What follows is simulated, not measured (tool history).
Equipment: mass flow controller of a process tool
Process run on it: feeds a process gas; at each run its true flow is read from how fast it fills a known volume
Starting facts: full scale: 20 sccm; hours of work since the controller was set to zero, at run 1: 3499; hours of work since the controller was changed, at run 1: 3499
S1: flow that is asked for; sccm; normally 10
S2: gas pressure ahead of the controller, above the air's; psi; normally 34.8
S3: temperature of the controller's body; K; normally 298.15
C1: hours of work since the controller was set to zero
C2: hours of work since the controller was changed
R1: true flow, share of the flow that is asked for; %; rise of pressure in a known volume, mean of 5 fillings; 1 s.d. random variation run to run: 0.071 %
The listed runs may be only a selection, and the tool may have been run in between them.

{"run": 1, "hour": 0.0, "S1": 10, "S2": 34.8, "S3": 298.15, "C1": 3499, "C2": 3499, "R1": 102.91}
{"run": 2, "hour": 241.3, "S1": 10, "S2": 34.8, "S3": 306.15, "C1": 3668, "C2": 3668, "R1": 102.82}
{"run": 3, "hour": 360.9, "S1": 10, "S2": 34.8, "S3": 306.15, "C1": 3751, "C2": 3751, "R1": 102.87}
{"run": 4, "hour": 486.5, "S1": 10, "S2": 34.8, "S3": 306.15, "C1": 3839, "C2": 3839, "R1": 103.01}
{"run": 5, "hour": 647.3, "S1": 10, "S2": 34.8, "S3": 298.15, "C1": 3952, "C2": 3952, "R1": 103.26}
{"run": 6, "hour": 760.2, "S1": 10, "S2": 34.8, "S3": 308.15, "C1": 4031, "C2": 4031, "R1": 102.97}
{"run": 7, "hour": 957.7, "S1": 10, "S2": 34.8, "S3": 298.15, "C1": 4169, "C2": 4169, "R1": 103.56}
{"run": 8, "hour": 1116.6, "S1": 10, "S2": 34.2, "S3": 298.15, "C1": 4280, "C2": 4280, "R1": 103.55}
{"run": 9, "hour": 1240.0, "S1": 10, "S2": 34.2, "S3": 298.15, "C1": 4366, "C2": 4366, "R1": 103.73}
{"run": 10, "hour": 1386.4, "S1": 10, "S2": 34.2, "S3": 298.15, "C1": 4469, "C2": 4469, "R1": 103.9}
{"hour": 1396.9, "done": "controller's zero set anew"}
{"run": 11, "hour": 1554.6, "S1": 6, "S2": 39.5, "S3": 312.15, "C1": 110, "C2": 4586, "R1": 104.77}
{"run": 12, "hour": 1783.1, "S1": 3, "S2": 32.1, "S3": 297.15, "C1": 270, "C2": 4746, "R1": 108.65}
{"run": 13, "hour": 1932.7, "S1": 3, "S2": 32.1, "S3": 297.15, "C1": 375, "C2": 4851, "R1": 108.74}
{"run": 14, "hour": 2155.7, "S1": 8, "S2": 34.8, "S3": 298.15, "C1": 531, "C2": 5007, "R1": 104.99}
{"run": 15, "hour": 2348.2, "S1": 8, "S2": 34.8, "S3": 298.15, "C1": 666, "C2": 5142, "R1": 105.19}
{"hour": 2437.6, "done": "controller exchanged for a calibrated one"}
{"run": 16, "hour": 2557.8, "S1": 8, "S2": 34.8, "S3": 298.15, "C1": 84, "C2": 84, "R1": 99.98}
{"hour": 2680.7, "done": "controller's zero set anew, once more"}
{"run": 17, "hour": 2794.0, "S1": 8, "S2": 34.8, "S3": 298.15, "C1": 79, "C2": 249, "R1": 100.05}
{"run": 18, "hour": 3001.6, "S1": 8, "S2": 34.8, "S3": 298.15, "C1": 225, "C2": 394, "R1": 100.11}
{"run": 19, "hour": 3120.1, "S1": 7, "S2": 34.8, "S3": 297.15, "C1": 307, "C2": 477, "R1": 100.44}

What if the next run were any one of these 5? Each begins from the tool's condition after run 19:
{"run": "A", "hour": 3341.9, "S1": 17, "S2": 37.4, "S3": 299.15, "C1": 463, "C2": 632, "R1": "?"}
{"run": "B", "hour": 3341.9, "S1": 16, "S2": 33.4, "S3": 298.15, "C1": 463, "C2": 632, "R1": "?"}
{"run": "C", "hour": 3341.9, "S1": 5, "S2": 22.2, "S3": 295.15, "C1": 463, "C2": 632, "R1": "?"}
{"run": "D", "hour": 3341.9, "S1": 2, "S2": 34.8, "S3": 297.15, "C1": 463, "C2": 632, "R1": "?"}
{"run": "E", "hour": 3341.9, "S1": 7, "S2": 26.0, "S3": 297.15, "C1": 463, "C2": 632, "R1": "?"}

run=A R1=100.57
run=B R1=100.53
run=C R1=100.53
run=D R1=101.11
run=E R1=100.55
What these runs would have given with no unlogged condition in the tool:
run=A R1=99.97
run=B R1=99.92
run=C R1=99.67
run=D R1=99.70
run=E R1=99.79
